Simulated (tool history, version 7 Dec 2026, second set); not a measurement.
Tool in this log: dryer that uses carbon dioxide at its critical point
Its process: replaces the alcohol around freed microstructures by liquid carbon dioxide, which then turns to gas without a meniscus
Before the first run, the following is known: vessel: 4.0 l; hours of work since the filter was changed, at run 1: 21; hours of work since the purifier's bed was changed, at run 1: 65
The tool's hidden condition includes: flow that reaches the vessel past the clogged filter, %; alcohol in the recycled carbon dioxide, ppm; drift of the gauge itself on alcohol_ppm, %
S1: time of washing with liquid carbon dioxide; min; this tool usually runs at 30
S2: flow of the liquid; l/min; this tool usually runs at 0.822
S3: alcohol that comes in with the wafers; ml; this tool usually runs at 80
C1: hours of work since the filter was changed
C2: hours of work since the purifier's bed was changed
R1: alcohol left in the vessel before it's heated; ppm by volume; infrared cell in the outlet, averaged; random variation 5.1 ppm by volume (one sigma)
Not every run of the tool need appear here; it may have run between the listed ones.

Run 1, hour 0.0: usual settings; C1 21; C2 65. Result: R1 87 ppm by volume.
Run 2, hour 12.3: usual settings but S1 25 min; C1 26; C2 70. Result: R1 216 ppm by volume.
Run 3, hour 19.9: usual settings but S1 25 min; C1 29; C2 73. Result: R1 210 ppm by volume.
Run 4, hour 31.0: usual settings but S1 25 min; C1 34; C2 78. Result: R1 217 ppm by volume.
Run 5, hour 42.1: usual settings but S1 25 min; C1 38; C2 82. Result: R1 205 ppm by volume.
Run 6, hour 48.1: usual settings but S1 25 min, S2 0.938 l/min; C1 40; C2 85. Result: R1 126 ppm by volume.
Run 7, hour 57.9: usual settings; C1 44; C2 89. Result: R1 103 ppm by volume.
Run 8, hour 71.2: usual settings; C1 50; C2 94. Result: R1 97 ppm by volume.
Run 9, hour 80.1: usual settings; C1 53; C2 98. Result: R1 94 ppm by volume.
Run 10, hour 86.8: usual settings; C1 56; C2 100. Result: R1 110 ppm by volume.
Run 11, hour 95.1: usual settings; C1 59; C2 104. Result: R1 90 ppm by volume.
Run 12, hour 103.9: usual settings; C1 63; C2 107. Result: R1 112 ppm by volume.
Run 13, hour 111.7: usual settings; C1 66; C2 110. Result: R1 102 ppm by volume.
Run 14, hour 117.6: usual settings but S3 22 ml; C1 69; C2 113. Result: R1 38 ppm by volume.
Run 15, hour 125.6: usual settings; C1 72; C2 116. Result: R1 109 ppm by volume.
Run 16, hour 131.3: usual settings; C1 74; C2 118. Result: R1 97 ppm by volume.
Run 17, hour 137.0: usual settings; C1 76; C2 121. Result: R1 103 ppm by volume.
Run 18, hour 149.6: usual settings; C1 82; C2 126. Result: R1 99 ppm by volume.
Run 19, hour 161.5: usual settings; C1 86; C2 130. Result: R1 112 ppm by volume.
Run 20, hour 171.7: usual settings; C1 90; C2 135. Result: R1 102 ppm by volume.
Run 21, hour 183.7: usual settings; C1 95; C2 139. Result: R1 110 ppm by volume.
Run 22, hour 193.4: usual settings but S1 39 min; C1 99; C2 143. Result: R1 33 ppm by volume.
Run 23, hour 202.0: usual settings but S1 39 min; C1 103; C2 147. Result: R1 40 ppm by volume.
Run 24, hour 210.1: usual settings but S1 39 min, S3 23 ml; C1 106; C2 150. Result: R1 35 ppm by volume.
Run 25, hour 220.9: usual settings but S1 31 min, S2 0.559 l/min, S3 33 ml; C1 110; C2 154. Result: R1 209 ppm by volume.
Run 26, hour 227.4: usual settings but S1 23 min, S2 0.854 l/min, S3 28 ml; C1 113; C2 157. Result: R1 114 ppm by volume.
Run 27, hour 239.5: usual settings but S1 22 min, S2 0.854 l/min, S3 71 ml; C1 118; C2 162. Result: R1 305 ppm by volume.
Run 28, hour 252.7: usual settings but S1 23 min, S2 1.027 l/min, S3 20 ml; C1 123; C2 167. Result: R1 54 ppm by volume.
Run 29, hour 261.6: usual settings but S1 23 min, S2 1.027 l/min, S3 20 ml; C1 127; C2 171. Result: R1 51 ppm by volume.
Run 30, hour 269.9: usual settings but S1 23 min, S2 1.027 l/min, S3 20 ml; C1 130; C2 174. Result: R1 50 ppm by volume.
Run 31, hour 282.7: usual settings but S1 24 min, S3 29 ml; C1 135; C2 179. Result: R1 123 ppm by volume.
Run 32, hour 290.3: usual settings but S1 33 min, S2 0.720 l/min, S3 28 ml; C1 138; C2 183. Result: R1 63 ppm by volume.
Run 33, hour 298.0: usual settings but S1 22 min; C1 142; C2 186. Result: R1 417 ppm by volume.
Run 34, hour 311.0: usual settings but S1 22 min; C1 147; C2 191. Result: R1 417 ppm by volume.
Run 35, hour 323.1: usual settings but S2 0.726 l/min; C1 152; C2 196. Result: R1 212 ppm by volume.
Run 36, hour 333.3: usual settings but S1 39 min, S2 0.589 l/min, S3 32 ml; C1 156; C2 200. Result: R1 87 ppm by volume.
Run 37, hour 343.4: usual settings but S1 39 min, S2 0.577 l/min, S3 23 ml; C1 160; C2 204. Result: R1 74 ppm by volume.
Run 38, hour 352.5: usual settings but S1 26 min, S2 0.518 l/min; C1 164; C2 208. Result: R1 1127 ppm by volume.
Run 39, hour 358.7: usual settings but S2 0.630 l/min, S3 27 ml; C1 166; C2 210. Result: R1 145 ppm by volume.
Run 40, hour 370.2: usual settings but S1 32 min, S2 0.923 l/min, S3 45 ml; C1 171; C2 215. Result: R1 46 ppm by volume.
Run 41, hour 382.9: usual settings but S3 78 ml; C1 176; C2 220. Result: R1 131 ppm by volume.
Run 42, hour 389.3: usual settings but S1 31 min, S2 0.891 l/min, S3 22 ml; C1 179; C2 223. Result: R1 40 ppm by volume.
Run 43, hour 399.4: usual settings but S1 31 min, S2 0.891 l/min, S3 22 ml; C1 183; C2 227. Result: R1 57 ppm by volume.
Run 44, hour 410.7: usual settings but S1 31 min, S2 0.891 l/min, S3 22 ml; C1 187; C2 231. Result: R1 42 ppm by volume.
Run 45, hour 418.4: usual settings but S1 36 min, S2 0.891 l/min, S3 22 ml; C1 190; C2 234. Result: R1 37 ppm by volume.
Run 46, hour 429.5: usual settings but S2 0.571 l/min, S3 24 ml; C1 195; C2 239. Result: R1 193 ppm by volume.

Measured result minus the same run's result without the hidden state. Both carry the same run-to-run variation, though not necessarily the same gauge scatter:
run    R1
  1   +11
  2   +16
  3   +17
  4   +18
  5   +20
  6   +17
  7   +16
  8   +17
  9   +18
 10   +19
 11   +20
 12   +20
 13   +21
 14   +15
 15   +22
 16   +22
 17   +24
 18   +25
 19   +27
 20   +27
 21   +28
 22   +19
 23   +21
 24   +18
 25   +39
 26   +31
 27   +55
 28   +24
 29   +24
 30   +25
 31   +36
 32   +28
 33   +79
 34   +82
 35   +57
 36   +34
 37   +33
 38  +162
 39   +44
 40   +29
 41   +48
 42   +28
 43   +30
 44   +30
 45   +27
 46   +58

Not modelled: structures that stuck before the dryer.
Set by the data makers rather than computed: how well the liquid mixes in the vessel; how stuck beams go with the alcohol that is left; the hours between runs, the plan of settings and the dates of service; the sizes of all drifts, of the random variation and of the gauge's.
